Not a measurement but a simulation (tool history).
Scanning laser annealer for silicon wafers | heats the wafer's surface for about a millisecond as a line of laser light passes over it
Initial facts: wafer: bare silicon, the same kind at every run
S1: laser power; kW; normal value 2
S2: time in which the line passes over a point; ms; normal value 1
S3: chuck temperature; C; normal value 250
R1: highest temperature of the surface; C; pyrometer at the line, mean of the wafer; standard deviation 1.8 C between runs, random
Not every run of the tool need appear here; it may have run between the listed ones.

run	hour	S1	S2	S3	R1
1	0	2	1	250	975
2	40.8	2	1	250	977
3	95.6	2	1	250	979
4	166.3	2	1	250	979
5	229	2	1	250	975
6	292.4	2	1	250	973
7	361.4	2	1.22	250	1062
# hour 397: optics aligned, line set to its width
8	425.9	2	1.22	250	1062
9	481.6	2	1.22	216	1029
10	527.7	2	1.22	216	1028
11	574.3	1.819	1	250	916
12	631.6	1.703	0.75	276	811
13	700.6	1.703	0.75	276	807
14	771.6	1.915	0.75	222	817
15	809.6	2.192	1	250	1038
16	877	2.083	1.12	236	1037
17	941.7	2.083	1.12	236	1040
18	992.8	2.083	1.12	236	1042
19	1024	2.188	1	240	1027

Branching from run 19: 5 alternative next runs. What would each branch give?
A	1087	2	1.19	250	?
B	1087	2	1.03	250	?
C	1087	1.941	0.73	279	?
D	1087	1.765	1.17	250	?
E	1087	2	0.89	250	?

run	R1
A	1050
B	987
C	871
D	960
E	932
Take away the tool's hidden state, keep each run's random variation, and the runs would have read:
run	R1
A	1052
B	988
C	872
D	961
E	933

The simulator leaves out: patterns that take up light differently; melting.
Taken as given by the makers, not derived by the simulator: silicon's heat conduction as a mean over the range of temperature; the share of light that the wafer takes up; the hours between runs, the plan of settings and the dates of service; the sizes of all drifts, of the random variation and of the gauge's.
